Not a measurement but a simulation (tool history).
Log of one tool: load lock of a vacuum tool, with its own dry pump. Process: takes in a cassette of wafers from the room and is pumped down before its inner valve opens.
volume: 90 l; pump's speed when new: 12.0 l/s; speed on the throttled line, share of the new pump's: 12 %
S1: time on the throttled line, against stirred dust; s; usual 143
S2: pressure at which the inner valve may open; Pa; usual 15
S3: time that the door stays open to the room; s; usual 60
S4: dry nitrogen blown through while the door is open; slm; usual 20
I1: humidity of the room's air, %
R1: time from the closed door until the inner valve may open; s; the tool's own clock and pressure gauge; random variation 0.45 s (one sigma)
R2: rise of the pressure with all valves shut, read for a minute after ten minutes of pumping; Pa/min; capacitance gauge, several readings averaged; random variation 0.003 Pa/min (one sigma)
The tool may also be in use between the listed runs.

run 1 hour=0.0 | S1=143 S2=15 S3=60 S4=20 | I1=43.9 | R1=197.4 R2=0.285
run 2 hour=446.7 | S1=143 S2=15 S3=60 S4=20 | I1=45.4 | R1=197.3 R2=0.309
run 3 hour=944.6 | S1=143 S2=15 S3=60 S4=20 | I1=44.9 | R1=198.4 R2=0.340
run 4 hour=1300.2 | S1=143 S2=15 S3=60 S4=20 | I1=47.6 | R1=199.8 R2=0.355
run 5 hour=1646.3 | S1=143 S2=15 S3=60 S4=20 | I1=45.3 | R1=198.7 R2=0.385
run 6 hour=1898.2 | S1=143 S2=15 S3=60 S4=20 | I1=42.1 | R1=199.5 R2=0.389
run 7 hour=2398.2 | S1=143 S2=15 S3=60 S4=35 | I1=43.8 | R1=200.0 R2=0.403
run 8 hour=2910.7 | S1=143 S2=15 S3=60 S4=35 | I1=45.9 | R1=199.8 R2=0.442
run 9 hour=3376.6 | S1=143 S2=15 S3=60 S4=35 | I1=51.1 | R1=199.8 R2=0.469
-- hour=3488.1 door's seal changed, seat wiped
run 10 hour=3593.4 | S1=143 S2=15 S3=60 S4=35 | I1=47.0 | R1=201.0 R2=0.028
run 11 hour=3834.5 | S1=143 S2=15 S3=60 S4=35 | I1=44.9 | R1=201.7 R2=0.032
run 12 hour=4313.9 | S1=143 S2=15 S3=60 S4=20 | I1=44.9 | R1=201.7 R2=0.050
run 13 hour=4535.2 | S1=143 S2=15 S3=60 S4=20 | I1=42.8 | R1=201.9 R2=0.044
run 14 hour=4929.2 | S1=143 S2=15 S3=60 S4=20 | I1=44.8 | R1=201.3 R2=0.058
run 15 hour=5309.5 | S1=143 S2=15 S3=60 S4=20 | I1=44.4 | R1=202.6 R2=0.059
run 16 hour=5700.9 | S1=143 S2=15 S3=60 S4=20 | I1=48.0 | R1=202.6 R2=0.074
-- hour=5902.6 dry pump taken out, an overhauled one fitted
run 17 hour=6131.0 | S1=143 S2=15 S3=60 S4=20 | I1=43.1 | R1=191.7 R2=0.076
run 18 hour=6453.8 | S1=143 S2=15 S3=60 S4=20 | I1=42.9 | R1=192.3 R2=0.083
run 19 hour=6753.2 | S1=143 S2=15 S3=60 S4=20 | I1=48.4 | R1=192.7 R2=0.091
run 20 hour=7001.4 | S1=103 S2=15 S3=60 S4=20 | I1=47.8 | R1=157.4 R2=0.097
run 21 hour=7485.7 | S1=103 S2=15 S3=60 S4=20 | I1=49.6 | R1=158.5 R2=0.113
run 22 hour=7855.8 | S1=122 S2=15 S3=60 S4=8 | I1=45.1 | R1=175.0 R2=0.145
run 23 hour=8186.9 | S1=143 S2=15 S3=31 S4=8 | I1=44.6 | R1=194.0 R2=0.133
run 24 hour=8695.5 | S1=245 S2=15 S3=188 S4=20 | I1=44.8 | R1=283.6 R2=0.174
run 25 hour=9006.7 | S1=143 S2=15 S3=60 S4=24 | I1=46.3 | R1=194.3 R2=0.152
run 26 hour=9292.5 | S1=143 S2=15 S3=60 S4=24 | I1=45.3 | R1=194.5 R2=0.162
run 27 hour=9736.3 | S1=143 S2=15 S3=60 S4=24 | I1=47.7 | R1=194.2 R2=0.184
run 28 hour=10040.4 | S1=143 S2=15 S3=48 S4=29 | I1=44.0 | R1=195.5 R2=0.188
run 29 hour=10515.0 | S1=143 S2=15 S3=48 S4=29 | I1=45.0 | R1=195.8 R2=0.203
run 30 hour=11022.3 | S1=143 S2=15 S3=48 S4=29 | I1=45.6 | R1=196.1 R2=0.225
run 31 hour=11528.8 | S1=105 S2=15 S3=138 S4=29 | I1=40.8 | R1=162.6 R2=0.258
run 32 hour=11834.6 | S1=105 S2=15 S3=62 S4=5 | I1=48.1 | R1=163.0 R2=0.286
run 33 hour=12279.2 | S1=261 S2=18 S3=30 S4=4 | I1=43.3 | R1=299.1 R2=0.287
run 34 hour=12496.2 | S1=143 S2=21 S3=63 S4=20 | I1=44.1 | R1=194.0 R2=0.301
run 35 hour=12971.3 | S1=143 S2=21 S3=63 S4=20 | I1=42.6 | R1=194.2 R2=0.319
run 36 hour=13379.6 | S1=213 S2=21 S3=63 S4=20 | I1=44.0 | R1=256.2 R2=0.343
run 37 hour=13854.2 | S1=213 S2=21 S3=63 S4=20 | I1=44.7 | R1=257.0 R2=0.377

Some steps in R1 between neighbouring runs. How much of each would the tool show without its hidden state too (settings, what came in, random variation), and how much is left for the hidden state, with any gauge scatter that isn't in both results?
The hidden state here: pump's speed, % of a new pump's; leak at the door's seal, Pa l/s; drift of the gauge itself on ready_s, %; drift of the gauge itself on rise_pa_min, %.
Run 16 -> 17: dry pump taken out, an overhauled one fitted. R1 -10.9 s: hidden state -10.6, all else -0.3.
Run 23 -> 24: S1 143 -> 245, S3 31 -> 188, S4 8 -> 20. R1 +89.6 s: hidden state +0.0, all else +89.6.
Run 32 -> 33: S1 105 -> 261, S2 15 -> 18, S3 62 -> 30, S4 5 -> 4. R1 +136.1 s: hidden state -0.9, all else +137.0.
Run 33 -> 34: S1 261 -> 143, S2 18 -> 21, S3 30 -> 63, S4 4 -> 20. R1 -105.1 s: hidden state +1.0, all else -106.1.
